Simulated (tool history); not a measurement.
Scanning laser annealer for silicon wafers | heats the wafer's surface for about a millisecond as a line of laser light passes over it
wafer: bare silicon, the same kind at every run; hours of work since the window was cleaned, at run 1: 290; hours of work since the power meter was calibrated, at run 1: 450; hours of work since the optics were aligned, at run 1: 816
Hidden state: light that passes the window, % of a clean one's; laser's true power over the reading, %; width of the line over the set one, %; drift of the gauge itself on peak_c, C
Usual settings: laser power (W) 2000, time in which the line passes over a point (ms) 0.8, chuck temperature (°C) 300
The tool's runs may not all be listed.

run	hour	laser power (W)	time in which the line passes over a point (ms)	chuck temperature (°C)	hours of work since the window was cleaned	hours of work since the power meter was calibrated	hours of work since the optics were aligned	highest temperature of the surface (°C)
1	0	2000	0.8	300	290	450	816	1018
2	60.3	2000	0.8	300	323	482	848	1016
3	126.6	2000	0.8	300	358	517	884	1014
# hour 153.8: window over the wafer cleaned
4	170.8	2000	0.8	300	9	540	906	1033
5	240.9	2000	0.8	293	47	577	944	1023
6	302.9	2000	0.615	300	80	611	977	947
7	383.9	2000	0.615	300	123	654	1020	939
8	461.3	2102	0.8	300	164	695	1062	1060
9	514.3	2102	0.8	300	193	724	1090	1063
# hour 554.8: optics aligned, line set to its width
10	578.2	2000	0.8	300	224	755	12	1030
11	642	2000	0.8	300	258	789	47	1026
12	706.3	2000	0.8	300	293	824	81	1025
13	782.3	2000	0.8	294	333	864	122	1016
# hour 855.8: window over the wafer cleaned
14	856.5	2000	0.8	300	0	903	160	1039
15	916.8	1884	0.8	300	33	935	193	995
16	990.6	1705	0.643	266	72	975	232	827
17	1043.8	1783	0.643	266	101	1003	260	851
18	1079.1	1898	0.604	301	119	1022	279	907
19	1151.2	1784	0.89	283	158	1060	318	964
20	1224.6	1728	0.959	283	197	1100	357	964
21	1270.1	1892	0.85	265	222	1124	381	971
22	1318.1	1892	0.85	265	247	1150	407	971
23	1373	1788	0.8	335	277	1179	437	977
24	1417.6	1759	0.8	300	300	1203	460	927
25	1469.2	2000	0.648	312	328	1231	488	961
26	1511.7	1795	0.7	285	351	1253	511	885
# hour 1552.9: window over the wafer cleaned
27	1575.3	1795	0.7	285	12	1286	544	901
28	1635.7	2126	0.8	300	44	1319	576	1082
29	1691.9	1998	0.847	331	74	1349	606	1082
30	1756.9	2000	0.817	316	109	1383	641	1050

5 ways to go on from here, each from the tool as it stands after run 30. What would each give?
A	1804.6	1709	0.944	274	135	1409	666	?
B	1804.6	2082	0.8	295	135	1409	666	?
C	1804.6	1881	0.69	276	135	1409	666	?
D	1804.6	2029	0.8	300	135	1409	666	?
E	1804.6	1986	0.849	274	135	1409	666	?

run	highest temperature of the surface (°C)
A	942
B	1053
C	911
D	1040
E	1017
Without the tool's hidden state the same runs would have given:
run	highest temperature of the surface (°C)
A	965
B	1080
C	933
D	1065
E	1042

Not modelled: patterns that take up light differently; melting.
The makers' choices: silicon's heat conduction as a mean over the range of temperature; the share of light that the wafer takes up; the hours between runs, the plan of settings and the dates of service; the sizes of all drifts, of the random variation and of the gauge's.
